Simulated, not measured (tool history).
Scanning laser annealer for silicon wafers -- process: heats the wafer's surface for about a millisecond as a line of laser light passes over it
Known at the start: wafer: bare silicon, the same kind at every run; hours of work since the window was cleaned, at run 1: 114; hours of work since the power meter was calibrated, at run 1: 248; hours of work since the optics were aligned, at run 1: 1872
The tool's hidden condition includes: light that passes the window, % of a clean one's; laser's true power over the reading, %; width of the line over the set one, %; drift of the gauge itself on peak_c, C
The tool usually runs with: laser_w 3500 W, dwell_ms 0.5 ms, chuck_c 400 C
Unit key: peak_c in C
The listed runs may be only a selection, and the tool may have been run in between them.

run,hour,laser_w,dwell_ms,chuck_c,hours of work since the window was cleaned,hours of work since the power meter was calibrated,hours of work since the optics were aligned,peak_c
1,0,3500,0.5,400,114,248,1872,1141
2,7.8,3500,0.5,400,120,253,1877,1141
3,15.4,3500,0.5,400,125,258,1882,1141
4,23.3,3500,0.5,400,130,264,1888,1139
5,33.1,3500,0.5,400,137,270,1894,1138
6,38.3,3500,0.5,400,141,274,1898,1138
7,48.1,3500,0.5,400,147,281,1905,1137
8,54.2,3500,0.5,400,152,285,1909,1141
9,58.5,3500,0.5,400,155,288,1912,1135
10,66.8,3237,0.5,400,160,294,1917,1082
11,73.6,3291,0.5,400,165,298,1922,1093
12,83.7,3291,0.5,400,172,305,1929,1095
13,91.6,3291,0.5,400,177,311,1935,1092
14,98,3291,0.5,400,182,315,1939,1091
15,103.9,3641,0.5,400,186,319,1943,1173
16,113.9,3500,0.5,400,193,326,1950,1139
17,119.1,3500,0.5,400,196,330,1954,1141
# hour 130.9: optics aligned, line set to its width
18,133,3500,0.5,400,202,336,1,1139
19,140.6,3500,0.5,400,208,341,7,1137
20,148.8,3500,0.5,400,213,347,12,1137
21,155.6,3500,0.5,400,218,351,17,1140
22,162.4,3664,0.373,400,223,356,22,1063
23,168.3,3664,0.373,400,227,360,26,1068
24,172.7,3260,0.417,400,230,363,29,1018
25,177.6,3260,0.417,400,233,367,32,1022
26,183.6,3360,0.5,419,237,371,36,1129
27,188,3416,0.359,424,240,374,39,1024
28,193.1,3782,0.387,432,244,377,43,1134
29,203.6,3070,0.373,381,251,384,50,926
30,210.3,3070,0.373,381,256,389,55,931
31,216.1,3481,0.456,400,260,393,59,1100
32,225.5,3550,0.359,377,266,399,65,1006

What does the tool deliver on the next run?
33,236,3271,0.411,400,273,407,72,?

peak_c: 1019 C
With the hidden condition absent and the run-to-run variation left alone, this run would have shown peak_c 1020 C.
